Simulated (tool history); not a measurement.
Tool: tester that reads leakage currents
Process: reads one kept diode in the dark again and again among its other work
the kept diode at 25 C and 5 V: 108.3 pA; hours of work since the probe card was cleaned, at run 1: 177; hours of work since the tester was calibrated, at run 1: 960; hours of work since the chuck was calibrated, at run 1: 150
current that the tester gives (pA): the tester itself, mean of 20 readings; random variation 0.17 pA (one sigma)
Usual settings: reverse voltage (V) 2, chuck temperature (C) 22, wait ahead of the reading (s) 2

run   hour  reverse voltage (V)  chuck temperature (C)  wait ahead of the reading (s)  hours of work since the probe card was cleaned  hours of work since the tester was calibrated  hours of work since the chuck was calibrated  current that the tester gives (pA)
  1      0                    2                     22                              2                                             177                                            960                                           150                               53.96
  2   21.8                    2                     22                              2                                             192                                            974                                           165                               53.94
  3   49.9                    2                     22                              2                                             211                                            993                                           184                               53.88
  4   80.4                 5.69                     22                              2                                             232                                           1014                                           205                               91.21
  5    100                 5.69                     22                              2                                             245                                           1027                                           218                               91.37
  6  145.9                 5.69                     22                              2                                             276                                           1058                                           249                               90.83
  7  179.1                 5.69                     22                              2                                             299                                           1081                                           272                                91.5
  8  222.1                 5.69                     22                              2                                             328                                           1110                                           301                               91.81
  9  247.7                 5.69                     22                              2                                             345                                           1127                                           318                               92.19
 10  279.9                 1.22                     22                           8.86                                             367                                           1149                                           340                               42.92
 11  313.4                 1.22                     22                           8.86                                             390                                           1172                                           363                               42.79
 12  337.1                 3.19                     22                           0.53                                             406                                           1188                                           379                                71.3

Forecast run 13:
 13  375.9                 3.19                     22                           0.53                                             432                                           1214                                           405                                   ?

current that the tester gives (pA): 71.17
Without the tool's hidden state the same run would have given current that the tester gives (pA) 68.85.
